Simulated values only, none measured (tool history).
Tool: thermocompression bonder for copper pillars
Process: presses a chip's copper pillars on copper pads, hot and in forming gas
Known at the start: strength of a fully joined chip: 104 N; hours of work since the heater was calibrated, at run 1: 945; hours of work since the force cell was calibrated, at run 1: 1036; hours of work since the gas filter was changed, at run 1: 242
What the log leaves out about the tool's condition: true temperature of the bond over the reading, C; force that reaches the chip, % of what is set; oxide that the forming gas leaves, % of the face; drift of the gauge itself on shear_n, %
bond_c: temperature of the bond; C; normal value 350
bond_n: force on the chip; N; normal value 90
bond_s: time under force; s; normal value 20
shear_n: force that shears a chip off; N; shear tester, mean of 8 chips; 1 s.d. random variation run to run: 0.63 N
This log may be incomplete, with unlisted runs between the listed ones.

run	hour	bond_c	bond_n	bond_s	hours of work since the heater was calibrated	hours of work since the force cell was calibrated	hours of work since the gas filter was changed	shear_n
1	0	350	90	20	945	1036	242	37.2
2	61.8	350	90	20	984	1075	280	38.8
3	131.7	331	90	20	1028	1119	324	29.5
# hour 144.9: forming gas filter changed
4	211.9	331	90	20	1078	1169	42	30.2
5	295.5	331	90	20	1130	1222	95	29.6
6	373.4	331	90	20	1179	1271	144	29.6
7	409.8	350	90	20	1202	1294	167	37.9
8	479.4	350	90	20	1246	1337	210	39.5
# hour 553.6: force cell calibrated
9	566	350	90	20	1300	8	264	36.9
10	627.4	338	90	20	1338	46	303	32.5
# hour 672.2: forming gas filter changed
11	672.2	350	76	20	1366	74	0	33.9
12	749.1	350	76	20	1414	123	48	34.3
13	808.4	322	76	20	1452	160	86	23.7
14	858.2	322	76	20	1483	191	117	23.5
# hour 878.3: heater calibrated with a thermocouple chip
15	916.8	322	76	20	24	227	153	23.7
16	967.3	350	90	20	56	259	184	37.8
17	1015.2	350	90	25	86	289	214	42.3
18	1098.9	350	90	20	139	341	267	38.7
19	1160.4	350	90	20	177	380	306	38.2
# hour 1198.4: forming gas filter changed
20	1233.4	350	90	20	223	426	22	38
21	1300.7	380	59	20	265	468	64	41.4
22	1337.8	380	59	20	289	491	88	42
23	1384.3	378	55	20	318	520	117	38.9
24	1437.2	364	59	20	351	554	150	35.3
25	1505.1	364	59	20	394	596	193	36.4
26	1542.2	350	100	20	417	620	216	39.8
27	1612	350	66	10	461	664	260	23.5
28	1672.1	350	66	10	499	701	298	24
# hour 1724.7: forming gas filter changed
29	1724.7	326	79	20	532	734	0	26.2
30	1779.5	326	79	20	566	769	34	25.9
31	1858.4	326	79	20	616	818	84	26

Run 32 comes next. What will it give?
32	1942.1	326	79	20	668	871	137	?

For run 32 the tool returned shear_n 26 N.
The same run, on a tool lacking any hidden state, would have yielded shear_n 26.1 N.
